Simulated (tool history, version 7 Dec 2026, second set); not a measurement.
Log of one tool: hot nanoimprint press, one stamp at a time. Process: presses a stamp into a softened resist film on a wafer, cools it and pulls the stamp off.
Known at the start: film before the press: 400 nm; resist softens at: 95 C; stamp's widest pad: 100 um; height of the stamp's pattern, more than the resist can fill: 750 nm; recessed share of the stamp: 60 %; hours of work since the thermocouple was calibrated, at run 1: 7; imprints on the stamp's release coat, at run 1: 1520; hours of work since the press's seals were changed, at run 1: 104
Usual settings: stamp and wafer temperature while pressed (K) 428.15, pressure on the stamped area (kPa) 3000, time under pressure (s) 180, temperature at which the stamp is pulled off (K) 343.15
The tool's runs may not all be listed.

run	hour	stamp and wafer temperature while pressed (K)	pressure on the stamped area (kPa)	time under pressure (s)	temperature at which the stamp is pulled off (K)	hours of work since the thermocouple was calibrated	imprints on the stamp's release coat	hours of work since the press's seals were changed	resist left under the stamp's widest pad (angstrom)	greatest force while the stamp is pulled off (N)
1	0	428.15	3000	180	343.15	7	1520	104	2382	296
2	11.6	428.15	3000	180	343.15	13	1561	111	2368	311
3	22.7	428.15	3000	180	343.15	20	1601	117	2367	306
4	31.1	428.15	3000	180	343.15	24	1631	122	2357	302
5	42.6	428.15	3000	180	343.15	31	1673	128	2348	301
6	55.5	428.15	3000	277	343.15	38	1719	136	2034	308
7	64.1	428.15	3000	180	343.15	43	1750	140	2381	315
8	74.6	428.15	3570	180	343.15	49	1787	146	2205	313
9	85.4	428.15	3000	300	343.15	55	1826	153	1983	326
10	98	428.15	3000	300	328.15	62	1871	160	1993	438
11	110.2	428.15	3000	300	328.15	69	1915	167	2016	446
12	117.6	423.15	3390	217	339.15	74	1941	171	2520	369
13	124.7	423.15	3390	217	339.15	78	1967	175	2536	365
# hour 137.3: stamp cleaned and given a new release coat
14	141.1	427.15	3620	249	339.15	84	14	181	2078	222
15	153.2	435.15	3620	249	349.15	90	57	188	1541	177

The next listed run, before its measurement:
16	162.8	435.15	3620	249	349.15	96	92	193	?	?

resist left under the stamp's widest pad (angstrom): 1541
greatest force while the stamp is pulled off (N): 176
Without the tool's hidden state the same run would have given resist left under the stamp's widest pad (angstrom) 1516, greatest force while the stamp is pulled off (N) 169.
